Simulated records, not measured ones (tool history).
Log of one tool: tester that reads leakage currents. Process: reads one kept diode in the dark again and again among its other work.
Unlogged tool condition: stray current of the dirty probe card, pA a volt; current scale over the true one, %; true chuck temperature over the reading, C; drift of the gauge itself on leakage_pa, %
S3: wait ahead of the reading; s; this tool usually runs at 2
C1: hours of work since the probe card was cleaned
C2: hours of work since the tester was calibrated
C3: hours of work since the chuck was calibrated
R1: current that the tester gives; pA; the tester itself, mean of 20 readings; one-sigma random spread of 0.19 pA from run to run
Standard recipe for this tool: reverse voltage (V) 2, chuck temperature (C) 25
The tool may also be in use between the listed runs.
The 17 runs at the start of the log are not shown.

run 18 day=121.604 | reverse_voltage_(V)=2 chuck_temperature_(C)=25 S3=2 | C1=422 C2=3116 C3=101 | R1=64.07
run 19 day=130.033 | reverse_voltage_(V)=2 chuck_temperature_(C)=25 S3=2 | C1=510 C2=3204 C3=190 | R1=64.92
run 20 day=134.25 | reverse_voltage_(V)=2 chuck_temperature_(C)=25 S3=2 | C1=554 C2=3248 C3=234 | R1=65.4
run 21 day=138.825 | reverse_voltage_(V)=2 chuck_temperature_(C)=25 S3=2 | C1=603 C2=3296 C3=282 | R1=66.58
run 22 day=145.95 | reverse_voltage_(V)=2 chuck_temperature_(C)=25 S3=0.59 | C1=677 C2=3371 C3=357 | R1=67.59
run 23 day=151.888 | reverse_voltage_(V)=2 chuck_temperature_(C)=25 S3=0.59 | C1=740 C2=3434 C3=420 | R1=68.52
run 24 day=159.854 | reverse_voltage_(V)=7 chuck_temperature_(C)=21 S3=0.99 | C1=823 C2=3517 C3=503 | R1=76.36
run 25 day=165.946 | reverse_voltage_(V)=7 chuck_temperature_(C)=21 S3=0.99 | C1=887 C2=3581 C3=567 | R1=77.83
run 26 day=172.075 | reverse_voltage_(V)=7 chuck_temperature_(C)=21 S3=0.99 | C1=952 C2=3646 C3=632 | R1=78.7
run 27 day=180.217 | reverse_voltage_(V)=7 chuck_temperature_(C)=21 S3=0.99 | C1=1037 C2=3731 C3=717 | R1=80.5
run 28 day=187.121 | reverse_voltage_(V)=7 chuck_temperature_(C)=21 S3=0.99 | C1=1110 C2=3804 C3=790 | R1=82.11
run 29 day=194.142 | reverse_voltage_(V)=9.68 chuck_temperature_(C)=25 S3=1.06 | C1=1183 C2=3877 C3=863 | R1=128.87
run 30 day=199.775 | reverse_voltage_(V)=9.68 chuck_temperature_(C)=21 S3=1.67 | C1=1243 C2=3937 C3=923 | R1=95.8
run 31 day=206.85 | reverse_voltage_(V)=9.68 chuck_temperature_(C)=21 S3=1.67 | C1=1317 C2=4011 C3=997 | R1=97.46
-- day=212.45 chuck's temperature calibrated
run 32 day=215.158 | reverse_voltage_(V)=2 chuck_temperature_(C)=28 S3=2 | C1=1403 C2=4097 C3=28 | R1=83.43
run 33 day=223.308 | reverse_voltage_(V)=2 chuck_temperature_(C)=28 S3=2 | C1=1489 C2=4183 C3=114 | R1=84.94
run 34 day=230.412 | reverse_voltage_(V)=3.9 chuck_temperature_(C)=27 S3=1.34 | C1=1564 C2=4258 C3=189 | R1=100.15
run 35 day=235.325 | reverse_voltage_(V)=3.9 chuck_temperature_(C)=27 S3=1.34 | C1=1615 C2=4309 C3=240 | R1=100.82
run 36 day=244.912 | reverse_voltage_(V)=2.95 chuck_temperature_(C)=24 S3=0.82 | C1=1716 C2=4410 C3=341 | R1=73.53
-- day=249.95 tester calibrated
run 37 day=253.788 | reverse_voltage_(V)=7.88 chuck_temperature_(C)=32 S3=7.92 | C1=1808 C2=40 C3=433 | R1=197.68
run 38 day=261.412 | reverse_voltage_(V)=6.85 chuck_temperature_(C)=32 S3=1.83 | C1=1888 C2=120 C3=513 | R1=190.94
run 39 day=266.992 | reverse_voltage_(V)=9.65 chuck_temperature_(C)=49 S3=2.65 | C1=1947 C2=179 C3=572 | R1=779.94

Consider 3 possible next runs. They are alternatives, not a sequence: every one starts from the tool as it was left by run 39. What does each give?
run A day=272.204 | reverse_voltage_(V)=8.54 chuck_temperature_(C)=51 S3=4.06 | C1=2002 C2=234 C3=627 | R1=?
run B day=272.204 | reverse_voltage_(V)=2 chuck_temperature_(C)=25 S3=0.72 | C1=2002 C2=234 C3=627 | R1=?
run C day=272.204 | reverse_voltage_(V)=2.23 chuck_temperature_(C)=35 S3=0.62 | C1=2002 C2=234 C3=627 | R1=?

run=A R1=874.08
run=B R1=72.65
run=C R1=168.73
With no hidden state in the tool, these same runs would have given:
run=A R1=791.51
run=B R1=62.32
run=C R1=150.46

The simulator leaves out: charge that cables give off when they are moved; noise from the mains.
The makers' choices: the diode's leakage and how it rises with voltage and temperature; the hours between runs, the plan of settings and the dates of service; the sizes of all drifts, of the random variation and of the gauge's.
